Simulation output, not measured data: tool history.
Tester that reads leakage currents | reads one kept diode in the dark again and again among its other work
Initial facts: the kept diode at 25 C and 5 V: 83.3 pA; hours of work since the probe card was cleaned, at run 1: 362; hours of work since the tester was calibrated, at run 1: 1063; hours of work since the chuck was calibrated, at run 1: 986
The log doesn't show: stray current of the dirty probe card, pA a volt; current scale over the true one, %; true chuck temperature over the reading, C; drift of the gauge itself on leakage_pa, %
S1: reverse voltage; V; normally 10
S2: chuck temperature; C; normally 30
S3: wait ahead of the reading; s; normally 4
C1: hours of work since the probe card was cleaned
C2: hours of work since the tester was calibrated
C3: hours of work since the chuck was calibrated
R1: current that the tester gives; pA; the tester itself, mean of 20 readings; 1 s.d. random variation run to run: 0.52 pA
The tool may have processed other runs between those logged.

| run | day | S1 | S2 | S3 | C1 | C2 | C3 | R1 |
|---|---|---|---|---|---|---|---|---|
| 1 | 0 | 10 | 30 | 4 | 362 | 1063 | 986 | 169.06 |
| 2 | 1.254 | 10 | 30 | 0.64 | 376 | 1077 | 1001 | 173.4 |
| 3 | 3.333 | 10 | 30 | 0.55 | 401 | 1102 | 1025 | 174.59 |
| 4 | 4.775 | 10 | 30 | 0.59 | 417 | 1119 | 1042 | 173.86 |
| 5 | 7.121 | 10 | 30 | 4 | 445 | 1146 | 1069 | 167.96 |
| 6 | 9.542 | 4.4 | 30 | 4 | 473 | 1174 | 1097 | 115.7 |
| 7 | 11.558 | 10 | 30 | 0.41 | 497 | 1198 | 1121 | 176.42 |
| 8 | 14.079 | 10 | 47 | 4 | 526 | 1227 | 1150 | 610.01 |
| 9 | 15.625 | 10 | 47 | 4 | 544 | 1245 | 1168 | 606.7 |
| 10 | 17.338 | 10 | 47 | 4 | 564 | 1265 | 1188 | 606.89 |
| 11 | 18.7 | 10 | 47 | 4 | 580 | 1281 | 1204 | 604.26 |
| 12 | 20.408 | 10 | 47 | 4 | 600 | 1301 | 1224 | 604.16 |
| 13 | 22.383 | 10 | 47 | 4 | 623 | 1324 | 1247 | 605.14 |
| 14 | 23.629 | 10 | 47 | 4 | 637 | 1339 | 1262 | 606.51 |
| 15 | 25.646 | 10 | 30 | 4 | 661 | 1362 | 1285 | 167.12 |
| 16 | 27.325 | 10 | 30 | 4 | 681 | 1382 | 1305 | 166.48 |
| 17 | 28.8 | 10 | 30 | 4 | 698 | 1399 | 1322 | 166.87 |
| 18 | 30.171 | 10 | 30 | 4 | 714 | 1415 | 1338 | 166.19 |
| 19 | 31.729 | 9.4 | 30 | 4 | 732 | 1433 | 1356 | 161.65 |
| 20 | 33.504 | 9.4 | 30 | 4 | 753 | 1454 | 1377 | 162.08 |
| 21 | 35.3 | 3.3 | 30 | 0.38 | 774 | 1475 | 1398 | 103.61 |
| 22 | 36.575 | 3.3 | 43 | 3.15 | 789 | 1490 | 1413 | 275.64 |
| 23 | 38.146 | 12.8 | 28 | 1.64 | 807 | 1508 | 1431 | 160.8 |
| 24 | 39.525 | 2.3 | 34 | 1.64 | 823 | 1524 | 1447 | 117.81 |
| 25 | 40.679 | 2.3 | 34 | 1.64 | 837 | 1538 | 1461 | 117.53 |
| 26 | 41.738 | 4.3 | 22 | 4 | 849 | 1550 | 1473 | 59.07 |
| 27 | 43.912 | 4.3 | 22 | 4 | 874 | 1575 | 1499 | 59.01 |
| 28 | 46.471 | 2.1 | 30 | 4 | 904 | 1605 | 1528 | 81.97 |
| 29 | 47.912 | 7.7 | 30 | 2.13 | 921 | 1622 | 1545 | 147.53 |
| 30 | 50.362 | 7.7 | 32 | 2.19 | 950 | 1651 | 1574 | 173.11 |
| 31 | 51.471 | 7.7 | 52 | 1.15 | 962 | 1664 | 1587 | 762.92 |

Subtracting, for every run, the result it would have given without the tool's unlogged condition from the measured result gives the following. The same run-to-run variation enters both numbers; the gauge's scatter may not:
| run | R1 |
|---|---|
| 1 | -3.84 |
| 2 | -3.86 |
| 3 | -3.96 |
| 4 | -4.04 |
| 5 | -4.17 |
| 6 | -3.08 |
| 7 | -4.36 |
| 8 | -15.49 |
| 9 | -15.66 |
| 10 | -16.01 |
| 11 | -16.21 |
| 12 | -16.5 |
| 13 | -16.93 |
| 14 | -17.23 |
| 15 | -5.13 |
| 16 | -5.2 |
| 17 | -5.28 |
| 18 | -5.33 |
| 19 | -5.29 |
| 20 | -5.39 |
| 21 | -3.56 |
| 22 | -9.3 |
| 23 | -5.35 |
| 24 | -4.32 |
| 25 | -4.36 |
| 26 | -2.21 |
| 27 | -2.26 |
| 28 | -3.28 |
| 29 | -5.61 |
| 30 | -6.73 |
| 31 | -27.41 |
